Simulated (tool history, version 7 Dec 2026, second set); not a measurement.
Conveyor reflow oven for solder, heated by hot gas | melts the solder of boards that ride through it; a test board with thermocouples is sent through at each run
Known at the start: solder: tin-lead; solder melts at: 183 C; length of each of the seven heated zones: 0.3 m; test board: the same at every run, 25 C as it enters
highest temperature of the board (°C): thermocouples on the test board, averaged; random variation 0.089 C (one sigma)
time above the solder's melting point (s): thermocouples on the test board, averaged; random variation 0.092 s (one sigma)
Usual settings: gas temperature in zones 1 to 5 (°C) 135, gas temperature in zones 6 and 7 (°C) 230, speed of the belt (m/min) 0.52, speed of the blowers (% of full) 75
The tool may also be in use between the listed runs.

| run | day | gas temperature in zones 1 to 5 (°C) | gas temperature in zones 6 and 7 (°C) | speed of the belt (m/min) | speed of the blowers (% of full) | highest temperature of the board (°C) | time above the solder's melting point (s) |
|---|---|---|---|---|---|---|---|
| 1 | 0 | 135 | 230 | 0.52 | 75 | 216.89 | 51.79 |
| 2 | 1.204 | 135 | 230 | 0.52 | 75 | 216.73 | 51.98 |
| 3 | 2.45 | 135 | 230 | 0.52 | 75 | 216.66 | 51.71 |
| 4 | 3.621 | 135 | 230 | 0.473 | 75 | 219.15 | 59.45 |
| 5 | 4.229 | 135 | 230 | 0.473 | 75 | 219.31 | 59.44 |
| 6 | 5.325 | 135 | 230 | 0.473 | 75 | 219.26 | 59.48 |
| 7 | 5.929 | 135 | 230 | 0.473 | 75 | 219.08 | 59.24 |
| 8 | 6.746 | 135 | 230 | 0.506 | 75 | 217.39 | 53.83 |
| 9 | 7.462 | 135 | 230 | 0.506 | 75 | 217.36 | 53.73 |
| 10 | 8.812 | 135 | 230 | 0.506 | 75 | 217.22 | 53.74 |
| 11 | 9.583 | 135 | 230 | 0.506 | 75 | 217.14 | 53.82 |
| 12 | 10.621 | 135 | 230 | 0.506 | 75 | 217.11 | 53.69 |
| 13 | 11.625 | 135 | 230 | 0.506 | 75 | 217.18 | 53.57 |
| 14 | 12.879 | 135 | 230 | 0.506 | 75 | 217.17 | 53.71 |
| 15 | 14.321 | 135 | 230 | 0.506 | 75 | 216.9 | 53.65 |
| 16 | 14.912 | 129 | 230 | 0.601 | 53 | 203.43 | 30.68 |
| 17 | 15.975 | 125 | 228 | 0.427 | 78 | 219.01 | 63.32 |
| 18 | 17.117 | 125 | 228 | 0.58 | 78 | 209.78 | 38.11 |
| 19 | 18.225 | 132 | 230 | 0.563 | 75 | 213.06 | 43.84 |
| 20 | 19.367 | 121 | 239 | 0.581 | 72 | 216.73 | 42.05 |
| 21 | 20.379 | 121 | 239 | 0.581 | 72 | 216.72 | 41.97 |
| 22 | 21.775 | 135 | 230 | 0.437 | 70 | 219.94 | 65.36 |
| 23 | 22.388 | 135 | 230 | 0.437 | 70 | 219.73 | 65.1 |
| 24 | 23.883 | 135 | 230 | 0.437 | 70 | 221.85 | 67.24 |
| 25 | 24.475 | 135 | 230 | 0.437 | 70 | 221.91 | 67.14 |
| 26 | 25.379 | 135 | 230 | 0.437 | 70 | 221.98 | 67.28 |
| 27 | 26.512 | 135 | 230 | 0.465 | 75 | 221.17 | 62.51 |
| 28 | 27.196 | 135 | 230 | 0.465 | 75 | 221.19 | 62.66 |
| 29 | 27.808 | 135 | 230 | 0.473 | 68 | 219.33 | 59.82 |
| 30 | 29.092 | 130 | 224 | 0.556 | 79 | 211.19 | 43.38 |

Taken out of this log: 1 entry between the listed runs. Where each belongs, and how the hidden state differs across it:
Between runs 23 and 24: flux residue cleaned out of gas plates and filters (day 23.779)
  heat that the gas passes to the board, % of a clean oven's: 88.9 -> 99.9; belt's true speed, % of the reading: 98.48 -> 98.44; true gas temperature in zones 6 and 7 over the reading, C: 0.77 -> 0.8
  measured less the result without the state, highest temperature of the board (°C): -0.86 -> +1.09; time above the solder's melting point (s): -0.1 -> +1.88
